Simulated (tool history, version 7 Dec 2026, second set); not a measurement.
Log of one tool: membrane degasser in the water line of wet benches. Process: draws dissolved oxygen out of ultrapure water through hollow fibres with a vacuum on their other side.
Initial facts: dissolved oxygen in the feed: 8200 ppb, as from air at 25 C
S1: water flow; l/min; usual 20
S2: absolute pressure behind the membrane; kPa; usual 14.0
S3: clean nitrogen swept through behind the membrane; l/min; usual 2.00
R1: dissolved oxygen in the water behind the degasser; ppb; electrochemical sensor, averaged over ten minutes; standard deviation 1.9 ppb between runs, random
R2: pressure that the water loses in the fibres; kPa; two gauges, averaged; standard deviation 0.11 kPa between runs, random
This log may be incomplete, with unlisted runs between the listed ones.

run	hour	S1	S2	S3	R1	R2
1	0.0	20	14.0	2.00	324.0	28.81
2	104.0	20	14.0	2.00	320.6	28.60
3	188.1	20	14.0	2.00	323.8	28.66
4	297.1	20	14.0	2.00	323.0	28.65
5	445.2	20	14.0	2.00	323.5	28.75
6	559.2	20	14.0	2.00	321.6	28.45
7	713.4	20	14.0	2.00	323.5	28.79
8	845.8	20	14.0	2.00	323.0	28.65
9	1002.5	25	14.0	2.00	409.7	35.88
10	1110.6	22	14.0	2.00	356.1	31.64
11	1177.0	20	9.9	2.00	233.9	28.73
12	1277.3	20	19.6	2.00	447.5	28.91
13	1393.7	20	12.8	2.00	296.1	28.64
14	1542.7	20	12.8	2.00	303.8	28.66
15	1672.0	20	12.8	2.00	297.1	28.66
16	1752.4	17	9.2	1.80	196.1	24.46
17	1899.2	26	16.2	2.00	482.3	37.52
18	2050.5	20	21.2	4.29	284.3	28.88
19	2123.0	19	8.5	4.17	135.6	27.50
20	2235.4	24	32.3	2.00	840.1	34.62
21	2381.1	13	17.6	0.84	529.6	18.76
22	2480.9	27	25.6	0.84	1397.7	39.02
23	2564.6	32	9.6	0.89	593.3	46.52
24	2652.5	19	14.0	2.00	314.1	27.65
25	2731.6	17	14.0	2.02	277.9	24.68
26	2859.6	24	29.9	2.02	783.6	34.74
27	2972.4	24	29.9	2.02	781.4	34.64
28	3132.3	24	29.9	2.02	785.7	34.65

Pick out some run-to-run changes in R1. Of each, how much would a tool without hidden state show as well, from the settings, what came in and chance, and how much is left for the hidden state and any gauge scatter not in both results compared?
Hidden state at play: membrane still open, %; true pressure behind the membrane over the reading, kPa; air that leaks in behind the membrane, l/min; drift of the gauge itself on oxygen_ppb, %; drift of the gauge itself on loss_of_pressure_kpa, %.
Run 19 -> 20: S1 19 -> 24, S2 8.5 -> 32.3, S3 4.17 -> 2.00. R1 +704.5 ppb: hidden state +6.6, all else +697.9.
Run 21 -> 22: S1 13 -> 27, S2 17.6 -> 25.6. R1 +868.1 ppb: hidden state +0.9, all else +867.2.
Run 22 -> 23: S1 27 -> 32, S2 25.6 -> 9.6, S3 0.84 -> 0.89. R1 -804.4 ppb: hidden state -1.2, all else -803.2.
Run 25 -> 26: S1 17 -> 24, S2 14.0 -> 29.9. R1 +505.7 ppb: hidden state +5.6, all else +500.1.

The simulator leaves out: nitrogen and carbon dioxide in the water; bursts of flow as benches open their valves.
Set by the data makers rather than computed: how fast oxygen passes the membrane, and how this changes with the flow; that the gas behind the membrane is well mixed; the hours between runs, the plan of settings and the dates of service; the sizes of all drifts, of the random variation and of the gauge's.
